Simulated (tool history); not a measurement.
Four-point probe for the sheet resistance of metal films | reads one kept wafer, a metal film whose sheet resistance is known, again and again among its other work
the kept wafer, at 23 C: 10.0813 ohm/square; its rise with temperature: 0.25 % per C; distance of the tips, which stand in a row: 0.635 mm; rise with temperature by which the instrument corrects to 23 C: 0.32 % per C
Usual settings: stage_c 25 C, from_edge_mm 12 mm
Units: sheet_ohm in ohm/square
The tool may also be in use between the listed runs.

{"run": 1, "hour": 0.0, "stage_c": 25, "from_edge_mm": 12, "sheet_ohm": 10.210817}
{"run": 2, "hour": 60.2, "stage_c": 25, "from_edge_mm": 12, "sheet_ohm": 10.212926}
{"run": 3, "hour": 146.8, "stage_c": 20, "from_edge_mm": 12, "sheet_ohm": 10.256728}
{"run": 4, "hour": 209.2, "stage_c": 20, "from_edge_mm": 12, "sheet_ohm": 10.256611}
{"run": 5, "hour": 263.2, "stage_c": 20, "from_edge_mm": 12, "sheet_ohm": 10.261124}
{"run": 6, "hour": 337.9, "stage_c": 19, "from_edge_mm": 12, "sheet_ohm": 10.270119}
{"run": 7, "hour": 434.9, "stage_c": 19, "from_edge_mm": 12, "sheet_ohm": 10.276949}
{"run": 8, "hour": 507.2, "stage_c": 25, "from_edge_mm": 59, "sheet_ohm": 10.223002}
{"run": 9, "hour": 558.1, "stage_c": 25, "from_edge_mm": 59, "sheet_ohm": 10.225951}
{"run": 10, "hour": 650.9, "stage_c": 25, "from_edge_mm": 12, "sheet_ohm": 10.245244}
{"run": 11, "hour": 712.2, "stage_c": 25, "from_edge_mm": 6, "sheet_ohm": 10.294313}
{"hour": 743.7, "done": "new probe head fitted"}
{"run": 12, "hour": 761.0, "stage_c": 28, "from_edge_mm": 6, "sheet_ohm": 10.025463}
{"run": 13, "hour": 841.4, "stage_c": 28, "from_edge_mm": 6, "sheet_ohm": 10.024527}
{"run": 14, "hour": 919.5, "stage_c": 28, "from_edge_mm": 6, "sheet_ohm": 10.027654}
{"hour": 928.7, "done": "stage's thermometer calibrated"}
{"run": 15, "hour": 992.2, "stage_c": 31, "from_edge_mm": 12, "sheet_ohm": 9.965373}
{"run": 16, "hour": 1079.7, "stage_c": 24, "from_edge_mm": 12, "sheet_ohm": 10.016992}
{"run": 17, "hour": 1122.5, "stage_c": 18, "from_edge_mm": 12, "sheet_ohm": 10.055829}
{"run": 18, "hour": 1188.6, "stage_c": 25, "from_edge_mm": 12, "sheet_ohm": 10.012336}
{"run": 19, "hour": 1283.7, "stage_c": 21, "from_edge_mm": 55, "sheet_ohm": 10.03469}
{"run": 20, "hour": 1359.9, "stage_c": 27, "from_edge_mm": 22, "sheet_ohm": 9.998954}
{"hour": 1388.2, "done": "stage's thermometer calibrated, once more"}
{"run": 21, "hour": 1450.9, "stage_c": 27, "from_edge_mm": 22, "sheet_ohm": 10.013328}
{"run": 22, "hour": 1545.2, "stage_c": 25, "from_edge_mm": 19, "sheet_ohm": 10.033809}
{"run": 23, "hour": 1625.6, "stage_c": 33, "from_edge_mm": 58, "sheet_ohm": 9.979329}
{"run": 24, "hour": 1692.6, "stage_c": 33, "from_edge_mm": 25, "sheet_ohm": 9.984135}
{"run": 25, "hour": 1763.0, "stage_c": 31, "from_edge_mm": 7, "sheet_ohm": 10.046185}
{"run": 26, "hour": 1823.5, "stage_c": 30, "from_edge_mm": 54, "sheet_ohm": 10.011525}
{"run": 27, "hour": 1875.1, "stage_c": 25, "from_edge_mm": 13, "sheet_ohm": 10.061839}
{"run": 28, "hour": 1946.3, "stage_c": 25, "from_edge_mm": 13, "sheet_ohm": 10.062194}
{"run": 29, "hour": 2023.4, "stage_c": 33, "from_edge_mm": 13, "sheet_ohm": 10.014442}
{"run": 30, "hour": 2078.7, "stage_c": 33, "from_edge_mm": 13, "sheet_ohm": 10.017699}
{"run": 31, "hour": 2173.3, "stage_c": 26, "from_edge_mm": 13, "sheet_ohm": 10.066058}
{"run": 32, "hour": 2229.6, "stage_c": 22, "from_edge_mm": 16, "sheet_ohm": 10.095309}
{"run": 33, "hour": 2288.6, "stage_c": 34, "from_edge_mm": 7, "sheet_ohm": 10.056322}
{"run": 34, "hour": 2368.6, "stage_c": 30, "from_edge_mm": 67, "sheet_ohm": 10.040044}
{"run": 35, "hour": 2457.1, "stage_c": 30, "from_edge_mm": 67, "sheet_ohm": 10.045669}
{"run": 36, "hour": 2536.2, "stage_c": 18, "from_edge_mm": 16, "sheet_ohm": 10.136771}

3 ways to go on from here, each from the tool as it stands after run 36. What would each give?
{"run": "A", "hour": 2607.8, "stage_c": 30, "from_edge_mm": 19, "sheet_ohm": "?"}
{"run": "B", "hour": 2607.8, "stage_c": 19, "from_edge_mm": 42, "sheet_ohm": "?"}
{"run": "C", "hour": 2607.8, "stage_c": 25, "from_edge_mm": 12, "sheet_ohm": "?"}

run=A sheet_ohm=10.053901
run=B sheet_ohm=10.126894
run=C sheet_ohm=10.097615
Without the tool's hidden state the same runs would have given:
run=A sheet_ohm=10.038366
run=B sheet_ohm=10.111336
run=C sheet_ohm=10.082054

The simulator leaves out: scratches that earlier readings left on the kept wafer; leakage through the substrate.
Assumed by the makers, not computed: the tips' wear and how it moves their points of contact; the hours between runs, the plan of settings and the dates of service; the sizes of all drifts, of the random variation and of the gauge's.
